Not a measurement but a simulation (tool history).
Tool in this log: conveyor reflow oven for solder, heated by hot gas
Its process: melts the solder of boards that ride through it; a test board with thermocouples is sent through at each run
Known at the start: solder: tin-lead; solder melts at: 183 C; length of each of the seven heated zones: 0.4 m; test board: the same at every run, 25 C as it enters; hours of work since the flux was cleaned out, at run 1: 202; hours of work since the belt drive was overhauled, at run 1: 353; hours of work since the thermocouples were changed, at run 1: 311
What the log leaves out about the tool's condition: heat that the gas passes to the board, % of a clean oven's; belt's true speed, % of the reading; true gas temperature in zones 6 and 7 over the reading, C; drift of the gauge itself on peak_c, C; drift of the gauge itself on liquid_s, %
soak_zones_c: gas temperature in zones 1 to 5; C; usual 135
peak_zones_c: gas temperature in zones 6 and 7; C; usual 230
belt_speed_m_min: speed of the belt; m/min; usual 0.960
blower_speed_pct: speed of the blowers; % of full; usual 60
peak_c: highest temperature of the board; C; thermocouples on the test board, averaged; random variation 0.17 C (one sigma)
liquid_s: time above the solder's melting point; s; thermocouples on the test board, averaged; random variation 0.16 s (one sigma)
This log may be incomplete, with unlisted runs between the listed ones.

| run | day | soak_zones_c | peak_zones_c | belt_speed_m_min | blower_speed_pct | hours of work since the flux was cleaned out | hours of work since the belt drive was overhauled | hours of work since the thermocouples were changed | peak_c | liquid_s |
|---|---|---|---|---|---|---|---|---|---|---|
| 1 | 0.000 | 135 | 230 | 0.960 | 60 | 202 | 353 | 311 | 204.6 | 27.5 |
| 2 | 0.442 | 135 | 230 | 0.960 | 60 | 210 | 360 | 318 | 204.6 | 27.6 |
| 3 | 0.967 | 135 | 230 | 0.960 | 60 | 218 | 368 | 327 | 204.5 | 27.4 |
| 4 | 1.350 | 135 | 230 | 0.960 | 60 | 224 | 375 | 333 | 204.5 | 27.3 |
| 5 | 1.804 | 135 | 230 | 0.960 | 60 | 232 | 382 | 340 | 204.3 | 27.1 |
| 6 | 2.125 | 135 | 230 | 0.960 | 60 | 237 | 387 | 345 | 204.5 | 27.0 |
| 7 | 2.521 | 135 | 230 | 0.960 | 54 | 243 | 394 | 352 | 201.6 | 24.6 |
| 8 | 3.042 | 135 | 230 | 0.960 | 54 | 252 | 402 | 360 | 201.7 | 24.4 |
| 9 | 3.367 | 135 | 230 | 0.960 | 54 | 257 | 407 | 366 | 201.9 | 24.5 |
| 10 | 3.646 | 135 | 230 | 0.960 | 60 | 262 | 412 | 370 | 204.2 | 27.1 |
| 11 | 4.162 | 135 | 224 | 0.960 | 60 | 270 | 420 | 378 | 199.2 | 22.6 |
|  | 4.412 | flux residue cleaned out of gas plates and filters |
| 12 | 4.638 | 135 | 224 | 0.960 | 60 | 4 | 425 | 383 | 198.0 | 21.1 |
| 13 | 5.167 | 135 | 230 | 0.960 | 60 | 12 | 433 | 391 | 202.3 | 25.0 |
| 14 | 5.662 | 135 | 230 | 0.960 | 60 | 20 | 441 | 399 | 202.4 | 25.2 |
|  | 5.892 | flux residue cleaned out of gas plates and filters, once more |
| 15 | 6.396 | 135 | 230 | 0.960 | 60 | 8 | 450 | 408 | 206.5 | 29.3 |
| 16 | 6.721 | 135 | 230 | 0.840 | 85 | 13 | 455 | 413 | 218.2 | 43.7 |
| 17 | 7.133 | 135 | 221 | 0.840 | 63 | 20 | 462 | 420 | 204.9 | 33.0 |
| 18 | 7.525 | 135 | 221 | 0.840 | 63 | 26 | 468 | 426 | 204.6 | 33.2 |
| 19 | 7.829 | 133 | 229 | 0.933 | 69 | 31 | 473 | 431 | 209.6 | 32.7 |
| 20 | 8.046 | 129 | 230 | 0.963 | 54 | 35 | 477 | 435 | 201.7 | 23.5 |
| 21 | 8.417 | 135 | 220 | 0.960 | 81 | 41 | 483 | 441 | 204.9 | 29.4 |
| 22 | 8.688 | 132 | 220 | 0.778 | 81 | 45 | 487 | 445 | 210.2 | 41.6 |
| 23 | 9.033 | 125 | 244 | 0.931 | 66 | 51 | 492 | 451 | 219.1 | 36.6 |
| 24 | 9.421 | 125 | 244 | 0.931 | 80 | 57 | 499 | 457 | 224.8 | 39.3 |
| 25 | 9.650 | 129 | 244 | 0.826 | 51 | 61 | 502 | 461 | 218.1 | 40.9 |
| 26 | 10.062 | 135 | 228 | 1.010 | 60 | 68 | 509 | 467 | 202.1 | 24.4 |
| 27 | 10.288 | 135 | 228 | 1.010 | 60 | 71 | 513 | 471 | 202.6 | 24.0 |
| 28 | 10.579 | 135 | 228 | 1.010 | 60 | 76 | 518 | 476 | 202.5 | 24.4 |

Each row is a separate what-if for the run after 28, all from the same tool condition, not one after another. Results?
| A | 10.846 | 135 | 244 | 1.054 | 76 | 80 | 522 | 480 | ? | ? |
| B | 10.846 | 135 | 228 | 1.010 | 71 | 80 | 522 | 480 | ? | ? |
| C | 10.846 | 135 | 228 | 0.878 | 67 | 80 | 522 | 480 | ? | ? |
| D | 10.846 | 127 | 222 | 0.809 | 60 | 80 | 522 | 480 | ? | ? |

| run | peak_c | liquid_s |
|---|---|---|
| A | 219.8 | 34.4 |
| B | 206.7 | 27.9 |
| C | 210.2 | 35.6 |
| D | 203.7 | 31.6 |
Take away the tool's hidden state, keep each run's random variation, and the runs would have read:
| run | peak_c | liquid_s |
|---|---|---|
| A | 220.0 | 34.4 |
| B | 206.8 | 28.0 |
| C | 210.2 | 35.6 |
| D | 203.6 | 31.5 |
